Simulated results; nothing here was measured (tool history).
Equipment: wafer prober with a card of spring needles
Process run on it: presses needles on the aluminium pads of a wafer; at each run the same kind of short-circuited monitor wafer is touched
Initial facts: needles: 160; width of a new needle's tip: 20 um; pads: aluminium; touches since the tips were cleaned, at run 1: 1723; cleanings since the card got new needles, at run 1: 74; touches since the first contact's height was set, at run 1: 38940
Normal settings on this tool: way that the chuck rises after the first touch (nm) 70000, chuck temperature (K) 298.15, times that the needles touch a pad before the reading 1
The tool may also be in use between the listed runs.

| run | hour | way that the chuck rises after the first touch (nm) | chuck temperature (K) | times that the needles touch a pad before the reading | touches since the tips were cleaned | cleanings since the card got new needles | touches since the first contact's height was set | resistance of one needle with its contact and lead (mohm) | way that a needle slides on the pad (nm) |
|---|---|---|---|---|---|---|---|---|---|
| 1 | 0.0 | 70000 | 298.15 | 1 | 1723 | 74 | 38940 | 287 | 18070 |
|  | 1.9 | tips cleaned on abrasive film |
|  | 6.7 | tips cleaned on abrasive film |
| 2 | 7.6 | 70000 | 301.15 | 1 | 428 | 76 | 42387 | 214 | 17860 |
|  | 11.9 | tips cleaned on abrasive film |
| 3 | 15.9 | 70000 | 298.15 | 1 | 1836 | 77 | 46158 | 310 | 18020 |
|  | 17.4 | tips cleaned on abrasive film |
|  | 22.7 | tips cleaned on abrasive film |
| 4 | 22.9 | 70000 | 298.15 | 1 | 68 | 79 | 49315 | 172 | 17870 |
|  | 27.4 | tips cleaned on abrasive film |
| 5 | 27.4 | 70000 | 298.15 | 1 | 0 | 80 | 51387 | 165 | 17920 |
|  | 32.6 | tips cleaned on abrasive film |
|  | 36.6 | tips cleaned on abrasive film, once more |
| 6 | 38.0 | 70000 | 298.15 | 1 | 641 | 82 | 56195 | 223 | 17770 |
|  | 41.7 | tips cleaned on abrasive film |
| 7 | 42.5 | 58000 | 298.15 | 1 | 392 | 83 | 58264 | 228 | 14540 |
|  | 46.8 | tips cleaned on abrasive film |
| 8 | 49.7 | 58000 | 298.15 | 1 | 1330 | 84 | 61533 | 347 | 14480 |
|  | 52.3 | tips cleaned on abrasive film |
| 9 | 54.7 | 58000 | 298.15 | 1 | 1108 | 85 | 63790 | 316 | 14580 |
|  | 57.4 | tips cleaned on abrasive film |
|  | 62.5 | tips cleaned on abrasive film |
|  | 64.1 | height of the first contact set anew |
| 10 | 65.2 | 76000 | 298.15 | 1 | 1129 | 87 | 492 | 239 | 20020 |
|  | 67.7 | tips cleaned on abrasive film |
|  | 72.6 | tips cleaned on abrasive film |
| 11 | 74.4 | 76000 | 298.15 | 1 | 837 | 89 | 4685 | 224 | 19980 |
|  | 77.5 | tips cleaned on abrasive film |
| 12 | 80.7 | 87000 | 311.15 | 3 | 1467 | 90 | 7543 | 179 | 22960 |
|  | 82.5 | tips cleaned on abrasive film |
|  | 87.5 | tips cleaned on abrasive film |
| 13 | 89.9 | 87000 | 311.15 | 3 | 1094 | 92 | 11713 | 177 | 22920 |
|  | 92.8 | tips cleaned on abrasive film |
| 14 | 95.4 | 70000 | 322.15 | 1 | 1189 | 93 | 14202 | 257 | 18400 |
|  | 98.0 | tips cleaned on abrasive film |
|  | 102.8 | tips cleaned on abrasive film |
| 15 | 106.1 | 70000 | 322.15 | 1 | 1545 | 95 | 19089 | 281 | 18240 |
|  | 107.5 | tips cleaned on abrasive film |
|  | 112.6 | tips cleaned on abrasive film |
| 16 | 113.3 | 70000 | 322.15 | 1 | 331 | 97 | 22365 | 197 | 18360 |
|  | 117.8 | tips cleaned on abrasive film |
| 17 | 120.3 | 51000 | 323.15 | 3 | 1163 | 98 | 25542 | 247 | 13200 |
|  | 123.1 | tips cleaned on abrasive film |
| 18 | 125.5 | 64000 | 372.15 | 2 | 1093 | 99 | 27898 | 238 | 16670 |
|  | 128.4 | tips cleaned on abrasive film |
| 19 | 132.9 | 61000 | 309.15 | 2 | 2089 | 100 | 31317 | 284 | 15670 |
|  | 133.6 | tips cleaned on abrasive film |
|  | 138.7 | tips cleaned on abrasive film |
| 20 | 143.0 | 61000 | 309.15 | 2 | 1977 | 102 | 35891 | 279 | 15790 |
|  | 144.0 | tips cleaned on abrasive film |
|  | 149.0 | tips cleaned on abrasive film |
| 21 | 151.9 | 61000 | 309.15 | 2 | 1352 | 104 | 39929 | 253 | 15850 |

Consider 5 possible next runs. They are alternatives, not a sequence: every one starts from the tool as it was left by run 21. What does each give?
|  | 154.2 | tips cleaned on abrasive film |
|  | 159.1 | tips cleaned on abrasive film |
| A | 160.1 | 54000 | 336.15 | 2 | 489 | 106 | 43655 | ? | ? |
|  | 154.2 | tips cleaned on abrasive film |
|  | 159.1 | tips cleaned on abrasive film |
| B | 160.1 | 62000 | 397.15 | 2 | 489 | 106 | 43655 | ? | ? |
|  | 154.2 | tips cleaned on abrasive film |
|  | 159.1 | tips cleaned on abrasive film |
| C | 160.1 | 61000 | 373.15 | 2 | 489 | 106 | 43655 | ? | ? |
|  | 154.2 | tips cleaned on abrasive film |
|  | 159.1 | tips cleaned on abrasive film |
| D | 160.1 | 87000 | 298.15 | 2 | 489 | 106 | 43655 | ? | ? |
|  | 154.2 | tips cleaned on abrasive film |
|  | 159.1 | tips cleaned on abrasive film |
| E | 160.1 | 61000 | 314.15 | 2 | 489 | 106 | 43655 | ? | ? |

| run | resistance of one needle with its contact and lead (mohm) | way that a needle slides on the pad (nm) |
|---|---|---|
| A | 233 | 13840 |
| B | 223 | 15860 |
| C | 221 | 15660 |
| D | 176 | 22610 |
| E | 216 | 15800 |
Without the tool's unlogged condition, the same runs would have read:
| run | resistance of one needle with its contact and lead (mohm) | way that a needle slides on the pad (nm) |
|---|---|---|
| A | 164 | 14300 |
| B | 174 | 16310 |
| C | 168 | 16110 |
| D | 147 | 23060 |
| E | 159 | 16250 |
